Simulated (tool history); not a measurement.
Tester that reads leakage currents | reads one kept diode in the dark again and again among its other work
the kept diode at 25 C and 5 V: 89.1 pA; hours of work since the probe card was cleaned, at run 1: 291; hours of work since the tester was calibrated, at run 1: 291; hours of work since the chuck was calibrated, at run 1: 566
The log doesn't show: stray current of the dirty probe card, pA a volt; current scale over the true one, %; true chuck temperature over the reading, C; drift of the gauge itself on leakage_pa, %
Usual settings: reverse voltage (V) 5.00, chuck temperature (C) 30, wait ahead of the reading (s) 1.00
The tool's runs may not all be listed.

run    hour  reverse voltage (V)  chuck temperature (C)  wait ahead of the reading (s)  hours of work since the probe card was cleaned  hours of work since the tester was calibrated  hours of work since the chuck was calibrated  current that the tester gives (pA)
  1     0.0                 5.00                     30                           1.00                                             291                                            291                                           566                              111.44
  2    36.4                 5.00                     30                           0.48                                             315                                            315                                           590                              112.37
  3    87.5                 5.00                     30                           0.48                                             347                                            347                                           622                              111.60
  4   122.5                 5.00                     30                           1.00                                             370                                            370                                           645                              109.83
      140.5  -- chuck's temperature calibrated
  5   150.6                10.86                     30                           1.00                                             386                                            386                                             6                              170.87
  6   192.0                10.86                     30                           1.00                                             413                                            413                                            33                              170.51
  7   216.2                10.86                     30                           1.00                                             428                                            428                                            48                              169.81
  8   252.6                17.57                     30                           1.00                                             451                                            451                                            72                              200.27
  9   295.2                 5.00                     26                           1.00                                             479                                            479                                            99                               94.40
 10   335.4                 5.00                     36                           1.00                                             504                                            504                                           124                              189.35
 11   358.9                 5.00                     30                           7.73                                             519                                            519                                           139                              122.87
 12   403.7                 5.00                     30                           7.70                                             548                                            548                                           168                              122.19
 13   432.6                 5.00                     30                           7.70                                             566                                            566                                           187                              121.04
 14   472.1                 5.00                     25                           1.00                                             592                                            592                                           212                               84.95
 15   499.9                 1.62                     30                           1.00                                             609                                            609                                           230                               81.06
 16   546.2                 1.62                     30                           1.00                                             639                                            639                                           259                               80.19
 17   589.6                 5.00                     23                           1.00                                             667                                            667                                           287                               71.76
 18   641.3                13.52                     23                           1.00                                             700                                            700                                           320                              103.61
 19   675.8                13.52                     23                           1.18                                             722                                            722                                           342                              102.84
 20   716.6                 5.00                     54                           1.00                                             748                                            748                                           368                              586.73
 21   763.4                 1.10                     30                           2.09                                             778                                            778                                           398                               67.10
 22   799.3                 2.28                     26                           2.09                                             801                                            801                                           421                               63.60
 23   838.1                13.02                     52                           1.00                                             825                                            825                                           446                              714.86
 24   868.2                 5.00                     30                           1.12                                             845                                            845                                           465                              113.68
 25   900.1                 5.00                     30                           1.12                                             865                                            865                                           485                              112.96
 26   937.2                 6.24                     38                           0.58                                             889                                            889                                           509                              215.79
 27   983.1                 6.24                     38                           0.58                                             918                                            918                                           538                              214.93
 28  1018.4                 6.24                     38                           0.58                                             941                                            941                                           561                              213.37
 29  1059.2                 6.24                     38                           0.58                                             967                                            967                                           587                              209.98
 30  1095.4                 6.24                     38                           0.58                                             990                                            990                                           610                              210.15
 31  1129.0                 6.24                     38                           0.58                                            1011                                           1011                                           631                              210.50
     1166.8  -- chuck's temperature calibrated
 32  1172.3                 6.24                     38                           0.58                                            1038                                           1038                                             4                              248.62
 33  1216.3                 6.24                     38                           0.58                                            1066                                           1066                                            32                              247.75
 34  1243.7                 6.96                     30                           0.30                                            1083                                           1083                                            49                              151.20
 35  1282.6                 6.96                     30                           0.30                                            1108                                           1108                                            74                              149.88
 36  1313.5                 5.00                     46                           1.49                                            1128                                           1128                                            94                              379.10
 37  1351.0                15.16                     30                           1.00                                            1152                                           1152                                           118                              193.22
 38  1387.1                15.16                     30                           1.00                                            1175                                           1175                                           141                              190.44
 39  1428.0                 3.80                     26                           0.86                                            1201                                           1201                                           167                               85.03
 40  1461.5                 1.20                     60                           8.36                                            1222                                           1222                                           188                              539.75

The same runs without the tool's hidden state, with the same run-to-run variation:
run  current that the tester gives (pA)
  1                              130.52
  2                              132.10
  3                              132.34
  4                              131.33
  5                              172.88
  6                              173.73
  7                              173.67
  8                              205.64
  9                               98.04
 10                              198.14
 11                              129.26
 12                              129.55
 13                              128.98
 14                               91.15
 15                               87.64
 16                               87.43
 17                               78.58
 18                              113.40
 19                              113.26
 20                              649.80
 21                               76.09
 22                               72.63
 23                              806.93
 24                              130.70
 25                              130.55
 26                              249.54
 27                              250.43
 28                              250.09
 29                              247.82
 30                              249.42
 31                              251.32
 32                              249.08
 33                              249.93
 34                              152.68
 35                              152.30
 36                              389.34
 37                              197.42
 38                              195.71
 39                               88.77
 40                              566.84

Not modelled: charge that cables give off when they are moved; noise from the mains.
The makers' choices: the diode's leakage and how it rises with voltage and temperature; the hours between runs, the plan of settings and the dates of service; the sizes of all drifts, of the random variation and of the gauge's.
